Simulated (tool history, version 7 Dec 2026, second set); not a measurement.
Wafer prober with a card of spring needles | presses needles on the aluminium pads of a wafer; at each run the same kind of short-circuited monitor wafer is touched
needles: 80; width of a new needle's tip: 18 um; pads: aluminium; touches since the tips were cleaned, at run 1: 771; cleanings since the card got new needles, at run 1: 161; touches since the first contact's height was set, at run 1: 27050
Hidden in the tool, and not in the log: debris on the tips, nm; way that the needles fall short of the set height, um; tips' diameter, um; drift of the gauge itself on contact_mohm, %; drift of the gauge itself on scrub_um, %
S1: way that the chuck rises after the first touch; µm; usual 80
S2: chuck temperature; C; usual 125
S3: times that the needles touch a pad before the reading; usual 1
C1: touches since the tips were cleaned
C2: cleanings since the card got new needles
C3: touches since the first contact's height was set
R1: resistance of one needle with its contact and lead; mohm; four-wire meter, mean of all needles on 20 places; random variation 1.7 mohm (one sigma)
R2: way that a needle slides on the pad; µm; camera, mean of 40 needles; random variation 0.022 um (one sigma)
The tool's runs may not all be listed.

| run | hour | S1 | S2 | S3 | C1 | C2 | C3 | R1 | R2 |
|---|---|---|---|---|---|---|---|---|---|
| 1 | 0 | 80 | 125 | 1 | 771 | 161 | 27050 | 185 | 19.04 |
|  | 5.6 | tips cleaned on abrasive film |
|  | 12.5 | tips cleaned on abrasive film |
|  | 18.1 | tips cleaned on abrasive film |
|  | 25 | tips cleaned on abrasive film |
|  | 30.6 | tips cleaned on abrasive film |
|  | 37.5 | tips cleaned on abrasive film |
|  | 43 | tips cleaned on abrasive film |
|  | 50 | tips cleaned on abrasive film |
|  | 56.9 | tips cleaned on abrasive film |
|  | 63.8 | tips cleaned on abrasive film |
| 2 | 65.4 | 80 | 125 | 1 | 896 | 171 | 64576 | 187 | 18.91 |
|  | 69.6 | tips cleaned on abrasive film |
|  | 76.5 | tips cleaned on abrasive film |
|  | 83.4 | tips cleaned on abrasive film |
|  | 89 | tips cleaned on abrasive film |
|  | 95.9 | tips cleaned on abrasive film |
|  | 101.5 | tips cleaned on abrasive film |
|  | 108.4 | tips cleaned on abrasive film |
|  | 115.4 | tips cleaned on abrasive film |
|  | 120.9 | tips cleaned on abrasive film |
|  | 127.9 | tips cleaned on abrasive film |
|  | 133.4 | tips cleaned on abrasive film |
|  | 140.3 | tips cleaned on abrasive film |
|  | 145.9 | tips cleaned on abrasive film |
| 3 | 151.1 | 80 | 125 | 1 | 3024 | 184 | 113790 | 206 | 18.74 |
|  | 152.6 | tips cleaned on abrasive film |
|  | 159.5 | tips cleaned on abrasive film |
|  | 166.4 | tips cleaned on abrasive film |
|  | 173.4 | tips cleaned on abrasive film |
|  | 180.3 | tips cleaned on abrasive film |
|  | 187.2 | tips cleaned on abrasive film |
|  | 194.1 | tips cleaned on abrasive film |
|  | 201.1 | tips cleaned on abrasive film |
|  | 208 | tips cleaned on abrasive film |
|  | 209.7 | height of the first contact set anew |
|  | 213.9 | tips cleaned on abrasive film |
|  | 220.8 | tips cleaned on abrasive film |
|  | 227.7 | tips cleaned on abrasive film |
| 4 | 228 | 80 | 125 | 1 | 144 | 196 | 10496 | 176 | 19.08 |
|  | 233.5 | tips cleaned on abrasive film |
|  | 239.1 | tips cleaned on abrasive film |
|  | 246 | tips cleaned on abrasive film |
|  | 253 | tips cleaned on abrasive film |
|  | 259.9 | tips cleaned on abrasive film |
|  | 266.8 | tips cleaned on abrasive film |
| 5 | 269.2 | 80 | 125 | 1 | 1389 | 202 | 34182 | 192 | 18.98 |
|  | 273.4 | tips cleaned on abrasive film |
|  | 280.3 | tips cleaned on abrasive film |
|  | 287.3 | tips cleaned on abrasive film |
|  | 294.2 | tips cleaned on abrasive film |
|  | 301.1 | tips cleaned on abrasive film |
|  | 308.1 | tips cleaned on abrasive film |
|  | 315 | tips cleaned on abrasive film |
|  | 321.9 | tips cleaned on abrasive film |
|  | 328.9 | tips cleaned on abrasive film |
|  | 335.7 | tips cleaned on abrasive film, once more |
| 6 | 335.7 | 80 | 125 | 1 | 0 | 212 | 72340 | 173 | 18.91 |
|  | 342.6 | tips cleaned on abrasive film |
|  | 349.5 | tips cleaned on abrasive film |
|  | 355.1 | tips cleaned on abrasive film |
|  | 362 | tips cleaned on abrasive film |
|  | 369 | tips cleaned on abrasive film |
|  | 374.5 | tips cleaned on abrasive film |
|  | 381.5 | tips cleaned on abrasive film |
|  | 388.4 | tips cleaned on abrasive film |
|  | 393.9 | tips cleaned on abrasive film |
| 7 | 395 | 80 | 125 | 1 | 625 | 221 | 106410 | 186 | 18.82 |
|  | 400.6 | tips cleaned on abrasive film |
|  | 406.1 | tips cleaned on abrasive film |
|  | 413.1 | tips cleaned on abrasive film |
|  | 420 | tips cleaned on abrasive film |
|  | 426.9 | tips cleaned on abrasive film |
|  | 432.5 | tips cleaned on abrasive film |
|  | 439.4 | tips cleaned on abrasive film |
| 8 | 442.2 | 80 | 125 | 1 | 1611 | 228 | 133503 | 194 | 18.77 |
|  | 445.1 | tips cleaned on abrasive film |
|  | 452 | tips cleaned on abrasive film |
|  | 458.9 | tips cleaned on abrasive film |
|  | 465.9 | tips cleaned on abrasive film |
|  | 466.2 | height of the first contact set anew |
|  | 473.1 | tips cleaned on abrasive film |
|  | 478.7 | tips cleaned on abrasive film |
|  | 485.6 | tips cleaned on abrasive film |
|  | 492.5 | tips cleaned on abrasive film |
|  | 499.5 | tips cleaned on abrasive film |
|  | 506.4 | tips cleaned on abrasive film |
| 9 | 508.3 | 80 | 125 | 1 | 1110 | 238 | 24203 | 187 | 18.98 |
|  | 512.5 | tips cleaned on abrasive film |
|  | 518.1 | tips cleaned on abrasive film |
|  | 525 | tips cleaned on abrasive film |
|  | 530.5 | tips cleaned on abrasive film |
|  | 537.5 | tips cleaned on abrasive film |
|  | 544.4 | tips cleaned on abrasive film |
| 10 | 547.9 | 65 | 113 | 1 | 2025 | 244 | 46933 | 209 | 15.42 |
|  | 550.7 | tips cleaned on abrasive film |
|  | 557.6 | tips cleaned on abrasive film |
|  | 563.2 | tips cleaned on abrasive film |
|  | 570.1 | tips cleaned on abrasive film |
|  | 575.7 | tips cleaned on abrasive film |
|  | 582.6 | tips cleaned on abrasive film |
|  | 588.2 | tips cleaned on abrasive film |
|  | 595.1 | tips cleaned on abrasive film |
|  | 602.1 | tips cleaned on abrasive film |
|  | 609 | tips cleaned on abrasive film |
| 11 | 611.1 | 65 | 113 | 1 | 1227 | 254 | 83197 | 203 | 15.33 |
|  | 615.3 | tips cleaned on abrasive film |
|  | 622.2 | tips cleaned on abrasive film |
|  | 629.2 | tips cleaned on abrasive film |
|  | 636.1 | tips cleaned on abrasive film |
|  | 643 | tips cleaned on abrasive film |
|  | 648.6 | tips cleaned on abrasive film |
|  | 655.5 | tips cleaned on abrasive film |
|  | 662.4 | tips cleaned on abrasive film |
|  | 669.4 | tips cleaned on abrasive film |
|  | 676 | tips cleaned on abrasive film |
| 12 | 676 | 65 | 55 | 1 | 0 | 264 | 120473 | 170 | 15.25 |
|  | 683 | tips cleaned on abrasive film |
|  | 689.9 | tips cleaned on abrasive film |
|  | 696.8 | tips cleaned on abrasive film |
|  | 702.4 | tips cleaned on abrasive film |
|  | 709.3 | tips cleaned on abrasive film |
|  | 716.3 | tips cleaned on abrasive film |
|  | 721.8 | tips cleaned on abrasive film |
|  | 722.1 | height of the first contact set anew |
|  | 729.1 | tips cleaned on abrasive film |
|  | 736 | tips cleaned on abrasive film |
|  | 742.9 | tips cleaned on abrasive film |
|  | 749.8 | tips cleaned on abrasive film |
|  | 756.8 | tips cleaned on abrasive film |
|  | 763.3 | tips cleaned on abrasive film |
| 13 | 763.3 | 83 | 30 | 1 | 0 | 277 | 23639 | 159 | 19.75 |
|  | 770.2 | tips cleaned on abrasive film |
|  | 775.8 | tips cleaned on abrasive film |
|  | 782.7 | tips cleaned on abrasive film |
|  | 789.6 | tips cleaned on abrasive film |
|  | 795.2 | tips cleaned on abrasive film |
|  | 802.1 | tips cleaned on abrasive film |
|  | 809.1 | tips cleaned on abrasive film |
|  | 816 | tips cleaned on abrasive film |
| 14 | 818.8 | 72 | 38 | 2 | 1616 | 285 | 55514 | 178 | 17.06 |
|  | 821.5 | tips cleaned on abrasive film |
|  | 828.5 | tips cleaned on abrasive film |
|  | 835.4 | tips cleaned on abrasive film |
|  | 842.3 | tips cleaned on abrasive film |
|  | 849.3 | tips cleaned on abrasive film |
|  | 856.2 | tips cleaned on abrasive film |
|  | 863.1 | tips cleaned on abrasive film |
| 15 | 866.5 | 72 | 38 | 2 | 1984 | 292 | 82958 | 178 | 16.97 |

Forecast run 16:
|  | 869.4 | tips cleaned on abrasive film |
|  | 874.9 | tips cleaned on abrasive film |
|  | 881.9 | tips cleaned on abrasive film |
|  | 887.4 | tips cleaned on abrasive film |
|  | 894.4 | tips cleaned on abrasive film |
|  | 901.3 | tips cleaned on abrasive film |
|  | 908.2 | tips cleaned on abrasive film |
| 16 | 913 | 72 | 38 | 2 | 2778 | 299 | 109624 | ? | ? |

{"run 16": {"R1": 193, "R2": 16.93}}
Without the tool's hidden state the same run would have given R1 160 mohm, R2 17.18 µm.
